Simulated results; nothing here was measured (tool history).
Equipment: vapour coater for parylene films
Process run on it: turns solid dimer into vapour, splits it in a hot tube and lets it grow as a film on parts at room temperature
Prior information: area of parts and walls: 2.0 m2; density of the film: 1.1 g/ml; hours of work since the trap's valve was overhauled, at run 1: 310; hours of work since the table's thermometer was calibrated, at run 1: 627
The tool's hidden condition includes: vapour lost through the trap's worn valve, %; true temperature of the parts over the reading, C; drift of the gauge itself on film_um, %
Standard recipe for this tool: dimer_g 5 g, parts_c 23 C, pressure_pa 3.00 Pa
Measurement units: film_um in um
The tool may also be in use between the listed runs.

run,hour,dimer_g,parts_c,pressure_pa,hours of work since the trap's valve was overhauled,hours of work since the table's thermometer was calibrated,film_um
1,0.0,5,23,3.00,310,627,1.76
2,25.7,5,23,3.00,331,647,1.73
3,53.5,4,23,3.00,353,670,1.37
4,68.7,5,23,7.92,365,682,1.39
5,89.2,5,23,7.92,382,699,1.40
# hour 95.0: trap's valve overhauled
6,111.8,5,23,7.92,14,714,1.27
7,141.2,3,17,2.94,37,738,1.09
8,157.6,2,23,3.83,51,751,0.57
9,182.6,5,20,3.00,71,771,1.63
10,214.4,5,20,3.00,97,797,1.65
11,238.6,5,20,3.00,116,816,1.61

Pick out some run-to-run changes in film_um. Of each, how much would a tool without hidden state show as well, from the settings, what came in and chance, and how much is left for the hidden state and any gauge scatter not in both results compared?
Run 8 -> 9: dimer_g 2 -> 5, parts_c 23 -> 20, pressure_pa 3.83 -> 3.00. film_um +1.06 um: hidden state -0.34, all else +1.40.
